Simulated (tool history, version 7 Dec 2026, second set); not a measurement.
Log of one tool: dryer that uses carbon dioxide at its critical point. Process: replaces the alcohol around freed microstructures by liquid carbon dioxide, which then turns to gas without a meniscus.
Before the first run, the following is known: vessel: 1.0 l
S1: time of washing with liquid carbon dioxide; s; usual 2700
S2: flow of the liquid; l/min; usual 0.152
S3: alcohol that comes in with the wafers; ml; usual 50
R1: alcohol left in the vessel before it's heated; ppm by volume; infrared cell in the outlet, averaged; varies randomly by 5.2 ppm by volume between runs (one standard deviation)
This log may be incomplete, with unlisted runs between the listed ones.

Run 1, hour 0.0: usual settings. Result: R1 223 ppm by volume.
Run 2, hour 18.1: usual settings. Result: R1 215 ppm by volume.
Run 3, hour 28.2: usual settings. Result: R1 227 ppm by volume.
At hour 42.2: inlet filter changed.
Run 4, hour 46.5: usual settings. Result: R1 169 ppm by volume.
Run 5, hour 54.6: usual settings but S1 2340 s. Result: R1 287 ppm by volume.
Run 6, hour 67.5: usual settings but S3 21 ml. Result: R1 126 ppm by volume.
Run 7, hour 79.8: usual settings but S3 21 ml. Result: R1 131 ppm by volume.
Run 8, hour 93.9: usual settings but S3 108 ml. Result: R1 275 ppm by volume.
Run 9, hour 112.2: usual settings but S3 108 ml. Result: R1 288 ppm by volume.
Run 10, hour 130.3: usual settings but S3 108 ml. Result: R1 308 ppm by volume.
Run 11, hour 138.2: usual settings but S3 29 ml. Result: R1 154 ppm by volume.
Run 12, hour 151.2: usual settings but S1 4260 s. Result: R1 99 ppm by volume.
Run 13, hour 169.0: usual settings. Result: R1 199 ppm by volume.
Run 14, hour 183.6: usual settings but S2 0.182 l/min. Result: R1 133 ppm by volume.
Run 15, hour 194.8: usual settings but S2 0.182 l/min. Result: R1 136 ppm by volume.
Run 16, hour 206.2: usual settings but S2 0.182 l/min. Result: R1 140 ppm by volume.
Run 17, hour 222.9: usual settings but S2 0.182 l/min. Result: R1 137 ppm by volume.
Run 18, hour 231.2: usual settings but S3 46 ml. Result: R1 199 ppm by volume.
Run 19, hour 243.1: usual settings but S3 46 ml. Result: R1 207 ppm by volume.
Run 20, hour 259.8: usual settings but S3 46 ml. Result: R1 210 ppm by volume.
Run 21, hour 267.6: usual settings but S3 46 ml. Result: R1 214 ppm by volume.
Run 22, hour 283.2: usual settings but S3 46 ml. Result: R1 216 ppm by volume.
Run 23, hour 291.2: usual settings but S3 46 ml. Result: R1 213 ppm by volume.
Run 24, hour 298.5: usual settings but S2 0.108 l/min, S3 68 ml. Result: R1 1008 ppm by volume.
Run 25, hour 306.8: usual settings but S1 1980 s, S2 0.108 l/min, S3 68 ml. Result: R1 2906 ppm by volume.
Run 26, hour 315.4: usual settings but S1 1980 s, S2 0.108 l/min, S3 68 ml. Result: R1 2898 ppm by volume.
Run 27, hour 324.5: usual settings but S1 1980 s, S2 0.108 l/min, S3 68 ml. Result: R1 3038 ppm by volume.
Run 28, hour 332.6: usual settings but S1 1980 s, S2 0.108 l/min, S3 68 ml. Result: R1 2956 ppm by volume.
Run 29, hour 346.0: usual settings but S1 1980 s, S2 0.108 l/min, S3 68 ml. Result: R1 3000 ppm by volume.
Run 30, hour 360.0: usual settings but S1 1980 s, S2 0.165 l/min, S3 53 ml. Result: R1 532 ppm by volume.
Run 31, hour 377.3: usual settings but S1 3180 s, S2 0.238 l/min. Result: R1 136 ppm by volume.
Run 32, hour 392.0: usual settings but S1 2400 s, S2 0.238 l/min. Result: R1 144 ppm by volume.
Run 33, hour 406.0: usual settings but S1 2400 s, S2 0.238 l/min. Result: R1 151 ppm by volume.
Run 34, hour 421.6: usual settings but S1 2400 s, S2 0.238 l/min. Result: R1 148 ppm by volume.
Run 35, hour 436.0: usual settings but S2 0.132 l/min, S3 87 ml. Result: R1 592 ppm by volume.
Run 36, hour 453.7: usual settings but S2 0.250 l/min, S3 63 ml. Result: R1 153 ppm by volume.
Run 37, hour 462.1: usual settings but S3 23 ml. Result: R1 201 ppm by volume.
Run 38, hour 474.9: usual settings but S1 1620 s, S2 0.126 l/min. Result: R1 2538 ppm by volume.
Run 39, hour 483.5: usual settings but S1 1620 s, S2 0.209 l/min, S3 56 ml. Result: R1 479 ppm by volume.
Run 40, hour 500.3: usual settings but S1 1680 s, S3 21 ml. Result: R1 644 ppm by volume.
Run 41, hour 508.8: usual settings but S1 2460 s, S2 0.209 l/min, S3 21 ml. Result: R1 173 ppm by volume.
Run 42, hour 524.9: usual settings but S1 2460 s, S2 0.209 l/min, S3 21 ml. Result: R1 165 ppm by volume.
Run 43, hour 538.1: usual settings but S2 0.156 l/min, S3 59 ml. Result: R1 279 ppm by volume.
Run 44, hour 546.1: usual settings but S1 4020 s, S2 0.220 l/min, S3 115 ml. Result: R1 171 ppm by volume.
Run 45, hour 555.7: usual settings but S1 4020 s, S2 0.220 l/min, S3 115 ml. Result: R1 169 ppm by volume.
Run 46, hour 565.7: usual settings but S1 1920 s, S2 0.123 l/min, S3 26 ml. Result: R1 1018 ppm by volume.

Below, some changes in R1 between adjacent runs. For each, the amount present without the hidden state too (settings, incoming material, random variation) and the amount remaining for the hidden state with gauge scatter not shared by both compared results:
Hidden state present: flow that reaches the vessel past the clogged filter, %; alcohol in the recycled carbon dioxide, ppm; drift of the gauge itself on alcohol_ppm, %.
Run 29 -> 30: S2 0.108 -> 0.165, S3 68 -> 53. R1 -2468 ppm by volume: hidden state -232, all else -2236.
Run 37 -> 38: S1 2700 -> 1620, S2 0.152 -> 0.126, S3 23 -> 50. R1 +2337 ppm by volume: hidden state +323, all else +2014.
Run 38 -> 39: S2 0.126 -> 0.209, S3 50 -> 56. R1 -2059 ppm by volume: hidden state -259, all else -1800.
